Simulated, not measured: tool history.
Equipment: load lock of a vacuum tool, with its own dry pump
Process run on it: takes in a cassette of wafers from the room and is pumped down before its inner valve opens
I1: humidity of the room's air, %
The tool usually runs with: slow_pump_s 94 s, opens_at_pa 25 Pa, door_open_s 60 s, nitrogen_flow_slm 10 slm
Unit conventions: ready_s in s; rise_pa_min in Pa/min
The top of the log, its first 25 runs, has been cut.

run 26 day=131.054 | slow_pump_s=94 opens_at_pa=33 door_open_s=69 nitrogen_flow_slm=10 | I1=41.8 | ready_s=118.5 rise_pa_min=0.171
run 27 day=134.525 | slow_pump_s=94 opens_at_pa=25 door_open_s=155 nitrogen_flow_slm=4 | I1=48.6 | ready_s=121.9 rise_pa_min=0.227
run 28 day=137.625 | slow_pump_s=94 opens_at_pa=25 door_open_s=155 nitrogen_flow_slm=4 | I1=47.9 | ready_s=121.2 rise_pa_min=0.223
run 29 day=142.442 | slow_pump_s=94 opens_at_pa=25 door_open_s=49 nitrogen_flow_slm=10 | I1=43.6 | ready_s=120.6 rise_pa_min=0.171
run 30 day=147.392 | slow_pump_s=99 opens_at_pa=47 door_open_s=49 nitrogen_flow_slm=4 | I1=45.8 | ready_s=122.1 rise_pa_min=0.178
run 31 day=151.546 | slow_pump_s=99 opens_at_pa=47 door_open_s=49 nitrogen_flow_slm=4 | I1=45.9 | ready_s=124.1 rise_pa_min=0.184
run 32 day=155.221 | slow_pump_s=94 opens_at_pa=22 door_open_s=87 nitrogen_flow_slm=10 | I1=42.6 | ready_s=122.5 rise_pa_min=0.189
run 33 day=159.462 | slow_pump_s=94 opens_at_pa=22 door_open_s=87 nitrogen_flow_slm=10 | I1=46.5 | ready_s=121.8 rise_pa_min=0.197
run 34 day=166.1 | slow_pump_s=94 opens_at_pa=47 door_open_s=87 nitrogen_flow_slm=10 | I1=44.2 | ready_s=119.1 rise_pa_min=0.201
run 35 day=170.304 | slow_pump_s=133 opens_at_pa=25 door_open_s=60 nitrogen_flow_slm=19 | I1=44.5 | ready_s=156.1 rise_pa_min=0.184

Estimate the outcome of run 36 from the log above:
run 36 day=174.1 | slow_pump_s=133 opens_at_pa=25 door_open_s=60 nitrogen_flow_slm=19 | I1=45.8 | ready_s=? rise_pa_min=?

ready_s: 157.1 s
rise_pa_min: 0.19 Pa/min
Were there no unlogged condition in the tool, this run, its random variation unchanged, would have produced ready_s 155.3 s, rise_pa_min 0.031 Pa/min.
